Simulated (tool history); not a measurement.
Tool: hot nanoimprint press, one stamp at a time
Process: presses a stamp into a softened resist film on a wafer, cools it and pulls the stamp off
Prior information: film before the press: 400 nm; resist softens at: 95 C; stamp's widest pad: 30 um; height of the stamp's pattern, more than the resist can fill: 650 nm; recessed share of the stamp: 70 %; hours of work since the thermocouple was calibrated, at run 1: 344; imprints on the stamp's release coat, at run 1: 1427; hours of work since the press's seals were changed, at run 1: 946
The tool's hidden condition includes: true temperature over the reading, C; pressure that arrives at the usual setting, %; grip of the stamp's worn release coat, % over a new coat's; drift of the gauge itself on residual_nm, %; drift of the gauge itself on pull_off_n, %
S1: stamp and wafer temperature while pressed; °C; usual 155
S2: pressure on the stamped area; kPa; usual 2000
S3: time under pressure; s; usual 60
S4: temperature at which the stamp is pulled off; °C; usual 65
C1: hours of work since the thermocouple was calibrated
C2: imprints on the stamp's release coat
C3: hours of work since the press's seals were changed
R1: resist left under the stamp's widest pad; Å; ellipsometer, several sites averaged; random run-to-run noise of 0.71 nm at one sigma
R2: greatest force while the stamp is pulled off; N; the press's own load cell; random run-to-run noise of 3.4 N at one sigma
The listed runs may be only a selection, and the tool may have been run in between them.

run	hour	S1	S2	S3	S4	C1	C2	C3	R1	R2
1	0	155	2000	60	65	344	1427	946	2260	194
2	58.5	155	1970	60	65	387	1606	989	2272	202
# hour 134.3: stamp cleaned and given a new release coat
# hour 144.9: plate thermocouple calibrated
3	146	155	1970	60	65	1	26	1047	2361	167
4	206.7	155	1970	60	65	46	213	1092	2357	169
5	308.6	155	1970	60	65	121	526	1168	2349	176
6	362.1	155	2280	60	65	161	690	1207	2211	183
7	461.7	155	2000	60	65	234	996	1281	2310	185
8	560.6	155	2000	60	65	307	1300	1354	2309	195
# hour 625.2: press's hydraulic seals changed and the load cell set to zero
9	625.2	155	2070	60	65	349	1474	0	2191	206
10	667.7	166	2070	60	65	381	1604	31	1495	209
11	718.8	166	2070	60	65	419	1761	69	1497	213
# hour 746.1: stamp cleaned and given a new release coat
# hour 765.6: plate thermocouple calibrated
12	815	155	2000	32	66	37	202	134	2736	165
13	870.7	155	2730	64	71	78	373	175	1936	155
14	955	155	1480	60	54	140	632	237	2563	206
15	1018.9	166	1480	34	57	187	828	284	2182	211
16	1121.4	165	2930	34	62	263	1143	360	1617	200
17	1215.2	152	2000	60	72	333	1432	430	2474	179
18	1296.5	155	2820	60	66	393	1681	490	1915	202

Take each entry between the runs: how does the hidden state at the last listed run before it differ from the hidden state at the first listed run after it?
Between runs 2 and 3: stamp cleaned and given a new release coat (hour 134.3); plate thermocouple calibrated (hour 144.9)
  true temperature over the reading, C: 1.04 -> -0.16; pressure that arrives at the usual setting, %: 95.19 -> 94.92; grip of the stamp's worn release coat, % over a new coat's: 28.4 -> 0.4
  what was measured, less what the result would be without the hidden state, R1: -31 -> +62 Å; R2: +42 -> +1 N
Between runs 8 and 9: press's hydraulic seals changed and the load cell set to zero (hour 625.2)
  true temperature over the reading, C: 0.67 -> 0.79; pressure that arrives at the usual setting, %: 93.52 -> 99.74; grip of the stamp's worn release coat, % over a new coat's: 22.9 -> 26
  what was measured, less what the result would be without the hidden state, R1: +15 -> -57 Å; R2: +34 -> +41 N
Between runs 11 and 12: stamp cleaned and given a new release coat (hour 746.1); plate thermocouple calibrated (hour 765.6)
  true temperature over the reading, C: 0.99 -> 0.12; pressure that arrives at the usual setting, %: 99.43 -> 99.17; grip of the stamp's worn release coat, % over a new coat's: 31.2 -> 3.5
  what was measured, less what the result would be without the hidden state, R1: -48 -> -1 Å; R2: +48 -> +5 N
